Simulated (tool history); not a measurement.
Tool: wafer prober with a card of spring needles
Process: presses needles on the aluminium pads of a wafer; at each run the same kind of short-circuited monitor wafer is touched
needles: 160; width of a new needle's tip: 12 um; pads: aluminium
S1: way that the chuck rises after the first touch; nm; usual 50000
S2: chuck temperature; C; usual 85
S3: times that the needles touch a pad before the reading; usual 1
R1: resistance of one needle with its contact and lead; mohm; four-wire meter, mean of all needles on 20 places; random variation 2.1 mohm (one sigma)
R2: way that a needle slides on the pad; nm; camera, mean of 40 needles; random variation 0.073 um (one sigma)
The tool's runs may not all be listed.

run     day     S1  S2  S3   R1     R2
  1   0.000  50000  85   1  373   7520
      0.250  -- tips cleaned on abrasive film
      0.825  -- tips cleaned on abrasive film
  2   1.142  50000  85   1  385   7470
      1.458  -- tips cleaned on abrasive film
  3   1.862  50000  85   1  421   7470
      1.967  -- tips cleaned on abrasive film
      2.492  -- tips cleaned on abrasive film
      3.054  -- tips cleaned on abrasive film
      3.571  -- tips cleaned on abrasive film
  4   3.625  50000  66   1  282   7330
      4.096  -- tips cleaned on abrasive film
  5   4.462  50000  66   1  410   7420
      4.704  -- tips cleaned on abrasive film
      5.229  -- tips cleaned on abrasive film
      5.817  -- tips cleaned on abrasive film
  6   6.154  50000  66   1  404   7290
      6.412  -- tips cleaned on abrasive film
      6.946  -- tips cleaned on abrasive film
  7   7.000  50000  66   1  295   7360
      7.508  -- tips cleaned on abrasive film
  8   7.983  50000  42   1  440   7340
      8.100  -- tips cleaned on abrasive film
      8.638  -- tips cleaned on abrasive film
      9.254  -- tips cleaned on abrasive film
  9   9.546  50000  85   1  405   7180
      9.829  -- tips cleaned on abrasive film
     10.446  -- tips cleaned on abrasive film
     10.988  -- tips cleaned on abrasive film
 10  11.217  50000  85   1  387   7130
     11.550  -- tips cleaned on abrasive film
     12.142  -- tips cleaned on abrasive film
 11  12.350  50000  69   1  389   7160
     12.717  -- tips cleaned on abrasive film
     13.258  -- tips cleaned on abrasive film
     13.817  -- tips cleaned on abrasive film
 12  13.867  50000  85   1  289   7010
     14.329  -- tips cleaned on abrasive film
     14.929  -- tips cleaned on abrasive film
 13  15.021  50000  85   1  305   7140
     15.521  -- tips cleaned on abrasive film
     16.058  -- tips cleaned on abrasive film
 14  16.442  50000  85   1  449   7080
     16.575  -- tips cleaned on abrasive film
     17.192  -- tips cleaned on abrasive film
     17.708  -- tips cleaned on abrasive film
 15  17.708  51000  85   1  264   7320
     18.225  -- tips cleaned on abrasive film
     18.733  -- tips cleaned on abrasive film
 16  19.225  41000  32   1  621   5570
     19.358  -- tips cleaned on abrasive film
     19.875  -- tips cleaned on abrasive film
     19.996  -- height of the first contact set anew
     20.438  -- tips cleaned on abrasive film
 17  20.658  65000  38   1  293  10350
     21.042  -- tips cleaned on abrasive film
     21.567  -- tips cleaned on abrasive film
     22.125  -- tips cleaned on abrasive film
 18  22.367  52000  34   2  299   8350
     22.704  -- tips cleaned on abrasive film
     23.279  -- tips cleaned on abrasive film
 19  23.279  60000  34   2  223   9470
     23.788  -- tips cleaned on abrasive film
     24.312  -- tips cleaned on abrasive film
 20  24.312  60000  34   2  225   9470
     24.846  -- tips cleaned on abrasive film
 21  25.088  60000  60   2  284   9360
     25.446  -- tips cleaned on abrasive film
     26.008  -- tips cleaned on abrasive film
     26.642  -- tips cleaned on abrasive film
 22  26.704  60000  60   2  252   9430
     27.242  -- tips cleaned on abrasive film
     27.792  -- tips cleaned on abrasive film
 23  28.121  60000  60   2  310   9430
     28.350  -- tips cleaned on abrasive film
     28.858  -- tips cleaned on abrasive film
 24  29.025  56000  46   2  283   8710
     29.446  -- tips cleaned on abrasive film
     29.958  -- tips cleaned on abrasive film
     30.504  -- tips cleaned on abrasive film
 25  30.646  32000  56   2  404   4860
     31.108  -- tips cleaned on abrasive film
 26  31.392  38000  56   3  348   5850
     31.646  -- tips cleaned on abrasive film
     32.208  -- tips cleaned on abrasive film
     32.796  -- tips cleaned on abrasive film
 27  33.104  38000  84   3  364   5760
     33.421  -- tips cleaned on abrasive film
 28  33.858  30000  25   3  457   4600
     33.992  -- tips cleaned on abrasive film
     34.533  -- tips cleaned on abrasive film
 29  34.804  30000  25   3  416   4420
     35.104  -- tips cleaned on abrasive film
     35.638  -- tips cleaned on abrasive film
 30  35.738  30000  25   3  325   4590

Measured less the same run without the tool's hidden state. The same run-to-run variation is in both; the gauge's scatter may not be:
The hidden state here: debris on the tips, nm; way that the needles fall short of the set height, um; tips' diameter, um; drift of the gauge itself on contact_mohm, %; drift of the gauge itself on scrub_um, %.
run    R1    R2
  1  +143  -520
  2  +155  -540
  3  +187  -550
  4   +53  -600
  5  +184  -610
  6  +176  -630
  7   +69  -670
  8  +219  -670
  9  +172  -710
 10  +158  -740
 11  +160  -770
 12   +54  -790
 13   +75  -810
 14  +215  -830
 15   +32  -870
 16  +399  -890
 17   +84   -10
 18   +81   -40
 19    +9   -60
 20   +13   -80
 21   +65   -90
 22   +31  -130
 23   +88  -150
 24   +65  -170
 25  +163  -200
 26  +114  -210
 27  +123  -240
 28  +225  -250
 29  +184  -270
 30   +91  -300
